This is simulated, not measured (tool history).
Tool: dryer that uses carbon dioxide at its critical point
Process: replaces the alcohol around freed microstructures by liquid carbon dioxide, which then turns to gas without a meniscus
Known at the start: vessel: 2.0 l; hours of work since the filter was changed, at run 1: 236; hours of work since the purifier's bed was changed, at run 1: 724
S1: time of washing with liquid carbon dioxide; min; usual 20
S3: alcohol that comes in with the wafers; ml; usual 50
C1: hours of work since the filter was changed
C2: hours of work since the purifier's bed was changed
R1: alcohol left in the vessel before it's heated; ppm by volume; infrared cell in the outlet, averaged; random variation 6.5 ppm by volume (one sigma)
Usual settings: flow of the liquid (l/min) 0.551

Run 1, day 0.000: usual settings; C1 236; C2 724. Result: R1 472 ppm by volume.
Run 2, day 0.950: usual settings but flow of the liquid (l/min) 0.890; C1 249; C2 738. Result: R1 174 ppm by volume.
Run 3, day 1.975: usual settings but S3 36 ml; C1 263; C2 752. Result: R1 414 ppm by volume.
Run 4, day 2.721: usual settings but S3 36 ml; C1 274; C2 762. Result: R1 411 ppm by volume.
Run 5, day 3.333: usual settings; C1 282; C2 770. Result: R1 501 ppm by volume.
Run 6, day 4.083: usual settings but flow of the liquid (l/min) 0.866; C1 292; C2 781. Result: R1 168 ppm by volume.
Run 7, day 4.808: usual settings but flow of the liquid (l/min) 0.866; C1 302; C2 791. Result: R1 180 ppm by volume.
Run 8, day 5.867: usual settings but flow of the liquid (l/min) 0.866, S3 85 ml; C1 317; C2 805. Result: R1 200 ppm by volume.
Run 9, day 6.979: usual settings but flow of the liquid (l/min) 0.866, S3 85 ml; C1 332; C2 821. Result: R1 198 ppm by volume.
Run 10, day 8.258: usual settings but flow of the liquid (l/min) 0.866, S3 85 ml; C1 350; C2 838. Result: R1 216 ppm by volume.
Run 11, day 9.021: usual settings; C1 361; C2 849. Result: R1 560 ppm by volume.
Run 12, day 9.733: usual settings but S1 15 min; C1 370; C2 859. Result: R1 1261 ppm by volume.
Run 13, day 10.429: usual settings; C1 380; C2 868. Result: R1 541 ppm by volume.
Run 14, day 11.475: usual settings but S1 32 min, flow of the liquid (l/min) 0.644, S3 45 ml; C1 394; C2 883. Result: R1 174 ppm by volume.
Run 15, day 12.133: usual settings but flow of the liquid (l/min) 0.340, S3 26 ml; C1 403; C2 892. Result: R1 1290 ppm by volume.
Run 16, day 12.992: usual settings but flow of the liquid (l/min) 0.340, S3 26 ml; C1 415; C2 904. Result: R1 1271 ppm by volume.
Run 17, day 14.088: usual settings but S1 15 min, flow of the liquid (l/min) 0.420, S3 52 ml; C1 430; C2 919. Result: R1 2709 ppm by volume.
Run 18, day 15.412: usual settings but S1 15 min, flow of the liquid (l/min) 0.420, S3 52 ml; C1 449; C2 937. Result: R1 2688 ppm by volume.
Run 19, day 16.375: usual settings but S1 15 min, flow of the liquid (l/min) 0.420, S3 52 ml; C1 462; C2 950. Result: R1 2869 ppm by volume.
Run 20, day 17.450: usual settings but S1 19 min, flow of the liquid (l/min) 0.462, S3 90 ml; C1 477; C2 965. Result: R1 1999 ppm by volume.
At day 18.212: inlet filter changed.
Run 21, day 18.700: usual settings but S1 16 min, flow of the liquid (l/min) 0.875, S3 26 ml; C1 7; C2 982. Result: R1 225 ppm by volume.
Run 22, day 19.267: usual settings but S1 13 min, flow of the liquid (l/min) 0.634, S3 32 ml; C1 15; C2 990. Result: R1 731 ppm by volume.
Run 23, day 20.200: usual settings but S1 16 min, flow of the liquid (l/min) 0.482; C1 27; C2 1003. Result: R1 1296 ppm by volume.
Run 24, day 20.867: usual settings but S1 16 min, flow of the liquid (l/min) 0.482; C1 37; C2 1012. Result: R1 1331 ppm by volume.
Run 25, day 21.808: usual settings but S1 17 min, flow of the liquid (l/min) 0.714, S3 37 ml; C1 50; C2 1025. Result: R1 314 ppm by volume.

Some steps in R1 between neighbouring runs. How much of each would the tool show without its hidden state too (settings, what came in, random variation), and how much is left for the hidden state, with any gauge scatter that isn't in both results?
The hidden state here: flow that reaches the vessel past the clogged filter, %; alcohol in the recycled carbon dioxide, ppm; drift of the gauge itself on alcohol_ppm, %.
Run 16 -> 17: S1 20 -> 15, flow of the liquid (l/min) 0.340 -> 0.420, S3 26 -> 52. R1 +1438 ppm by volume: hidden state +279, all else +1159.
Run 20 -> 21: S1 19 -> 16, flow of the liquid (l/min) 0.462 -> 0.875, S3 90 -> 26, inlet filter changed. R1 -1774 ppm by volume: hidden state -524, all else -1250.
